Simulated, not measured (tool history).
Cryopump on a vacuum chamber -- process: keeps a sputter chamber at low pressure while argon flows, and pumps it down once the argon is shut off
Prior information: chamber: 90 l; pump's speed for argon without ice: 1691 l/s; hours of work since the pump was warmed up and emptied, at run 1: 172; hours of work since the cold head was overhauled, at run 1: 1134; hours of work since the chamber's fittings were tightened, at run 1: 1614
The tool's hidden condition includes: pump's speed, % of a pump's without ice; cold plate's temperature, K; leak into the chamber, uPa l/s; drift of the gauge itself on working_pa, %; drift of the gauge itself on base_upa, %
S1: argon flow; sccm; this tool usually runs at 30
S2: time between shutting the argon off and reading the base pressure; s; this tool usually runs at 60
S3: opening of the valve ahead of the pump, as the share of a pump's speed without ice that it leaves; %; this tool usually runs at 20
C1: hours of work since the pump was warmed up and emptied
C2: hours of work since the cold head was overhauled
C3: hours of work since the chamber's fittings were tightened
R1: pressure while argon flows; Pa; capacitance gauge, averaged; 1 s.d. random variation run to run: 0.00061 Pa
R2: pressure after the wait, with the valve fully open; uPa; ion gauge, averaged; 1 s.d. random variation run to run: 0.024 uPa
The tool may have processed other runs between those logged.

run 1 hour=0 | S1=30 S2=60 S3=20 | C1=172 C2=1134 C3=1614 | R1=0.1514 R2=1.94
run 2 hour=29.8 | S1=13 S2=60 S3=20 | C1=193 C2=1155 C3=1635 | R1=0.0655 R2=1.93
run 3 hour=75.3 | S1=13 S2=31 S3=20 | C1=226 C2=1187 C3=1668 | R1=0.0654 R2=2.66
run 4 hour=108.4 | S1=13 S2=31 S3=20 | C1=250 C2=1211 C3=1691 | R1=0.0664 R2=2.72
run 5 hour=147.2 | S1=13 S2=31 S3=20 | C1=277 C2=1239 C3=1719 | R1=0.0656 R2=2.72
run 6 hour=172.7 | S1=30 S2=60 S3=20 | C1=296 C2=1257 C3=1737 | R1=0.1526 R2=1.98
run 7 hour=209.1 | S1=30 S2=60 S3=20 | C1=322 C2=1283 C3=1763 | R1=0.1546 R2=2.12
run 8 hour=232.2 | S1=30 S2=60 S3=20 | C1=338 C2=1300 C3=1780 | R1=0.1547 R2=2.07
run 9 hour=280.1 | S1=30 S2=60 S3=20 | C1=372 C2=1334 C3=1814 | R1=0.1551 R2=2.11
run 10 hour=313.2 | S1=30 S2=60 S3=20 | C1=396 C2=1358 C3=1838 | R1=0.155 R2=2.17
run 11 hour=361.9 | S1=30 S2=60 S3=20 | C1=431 C2=1392 C3=1873 | R1=0.1555 R2=2.17
run 12 hour=408.6 | S1=30 S2=60 S3=20 | C1=464 C2=1426 C3=1906 | R1=0.1557 R2=2.17
run 13 hour=438 | S1=30 S2=60 S3=20 | C1=485 C2=1447 C3=1927 | R1=0.1563 R2=2.19
run 14 hour=463.1 | S1=30 S2=60 S3=20 | C1=503 C2=1465 C3=1945 | R1=0.157 R2=2.31
run 15 hour=487.3 | S1=29 S2=44 S3=18 | C1=520 C2=1482 C3=1962 | R1=0.1668 R2=2.53
run 16 hour=512.5 | S1=38 S2=101 S3=55 | C1=538 C2=1500 C3=1980 | R1=0.0771 R2=2.01
run 17 hour=550.8 | S1=38 S2=101 S3=55 | C1=566 C2=1527 C3=2008 | R1=0.0778 R2=2.01
run 18 hour=587.5 | S1=30 S2=38 S3=36 | C1=592 C2=1554 C3=2034 | R1=0.0906 R2=2.89
run 19 hour=637.6 | S1=16 S2=92 S3=22 | C1=628 C2=1589 C3=2070 | R1=0.0773 R2=2.21
run 20 hour=686.8 | S1=30 S2=188 S3=30 | C1=663 C2=1625 C3=2105 | R1=0.1083 R2=2.02
run 21 hour=723 | S1=57 S2=235 S3=56 | C1=689 C2=1651 C3=2131 | R1=0.1172 R2=1.96
run 22 hour=746.5 | S1=14 S2=28 S3=30 | C1=706 C2=1667 C3=2148 | R1=0.0507 R2=3.37
-- hour=755.9 leaking fittings of the chamber tightened, without venting
run 23 hour=776.2 | S1=14 S2=28 S3=30 | C1=726 C2=1687 C3=15 | R1=0.0506 R2=1.86
run 24 hour=811.4 | S1=14 S2=39 S3=24 | C1=751 C2=1712 C3=40 | R1=0.0623 R2=1.52
run 25 hour=851.4 | S1=21 S2=39 S3=19 | C1=779 C2=1741 C3=68 | R1=0.1181 R2=1.52
run 26 hour=871.8 | S1=30 S2=176 S3=27 | C1=794 C2=1756 C3=83 | R1=0.1221 R2=0.57
run 27 hour=918.8 | S1=42 S2=111 S3=19 | C1=828 C2=1789 C3=116 | R1=0.2351 R2=0.77

What will run 28 give?
run 28 hour=961.5 | S1=24 S2=93 S3=52 | C1=858 C2=1820 C3=147 | R1=? R2=?

{"run 28": {"R1": 0.0552, "R2": 0.88}}
With no hidden state in the tool, this same run would have given R1 0.0464 Pa, R2 0.66 uPa.
